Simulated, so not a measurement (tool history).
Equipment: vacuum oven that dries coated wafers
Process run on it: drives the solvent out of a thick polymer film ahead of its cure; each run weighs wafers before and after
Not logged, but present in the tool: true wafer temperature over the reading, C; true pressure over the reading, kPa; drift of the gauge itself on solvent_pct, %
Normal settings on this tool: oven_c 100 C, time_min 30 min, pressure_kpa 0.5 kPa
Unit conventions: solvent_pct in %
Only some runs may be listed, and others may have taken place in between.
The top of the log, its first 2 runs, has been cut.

run   hour  oven_c  time_min  pressure_kpa  hours of work since the thermocouples were calibrated  hours of work since the vacuum gauge was cleaned of residue  solvent_pct
  3   20.7     100        30         0.668                                                    818                                                           78         1.68
  4   33.2     100        30         0.668                                                    826                                                           86         1.68
  5   46.6     100        30           0.5                                                    835                                                           95         1.59
  6   52.8     100        30         0.273                                                    839                                                           99         1.47
  7   59.2     100        30           0.5                                                    843                                                          103         1.58
  8   67.9     100        30           0.5                                                    848                                                          108         1.56
  9   81.7     100        30           0.5                                                    857                                                          117         1.58
 10   91.9     100        27           0.5                                                    863                                                          123         1.93
 11  105.4     100        27           0.5                                                    872                                                          132         1.92
 12  116.3     100        16           0.5                                                    879                                                          138         4.25
     131.6  -- oven's thermocouples calibrated
 13  131.8     100        16           0.5                                                      0                                                          147         4.81
 14  145.4     100        30           0.5                                                      9                                                          155         1.95
 15  155.8      91        30           0.5                                                     15                                                          162         4.45
 16  165.2     111        37         0.256                                                     21                                                          168         0.25
 17  173.6     111        37         0.752                                                     26                                                          173         0.45
 18  186.9     111        37         0.752                                                     35                                                          182         0.46
 19    193      96        36           0.5                                                     39                                                          185         2.19
 20  198.7      97        36         0.902                                                     42                                                          189         2.23
 21  206.9     111        16         0.374                                                     47                                                          194         1.79
 22  219.8     111        16         0.374                                                     55                                                          202          1.8
 23  230.7     110        30         0.864                                                     62                                                          209          0.7
 24  242.1     110        30         0.864                                                     69                                                          216         0.69
 25  252.7      96        37         0.255                                                     76                                                          223         1.95
 26  265.6      97        22          0.54                                                     84                                                          231         4.11
 27  274.9     114        36         0.407                                                     90                                                          237         0.24

Run 28 has not been measured yet. What should we expect?
 28  282.2      97        48         1.009                                                     95                                                          241            ?

Run 28 yielded solvent_pct 1.49 %.
Had the tool carried no hidden state, the very same run would have given solvent_pct 1.39 %.

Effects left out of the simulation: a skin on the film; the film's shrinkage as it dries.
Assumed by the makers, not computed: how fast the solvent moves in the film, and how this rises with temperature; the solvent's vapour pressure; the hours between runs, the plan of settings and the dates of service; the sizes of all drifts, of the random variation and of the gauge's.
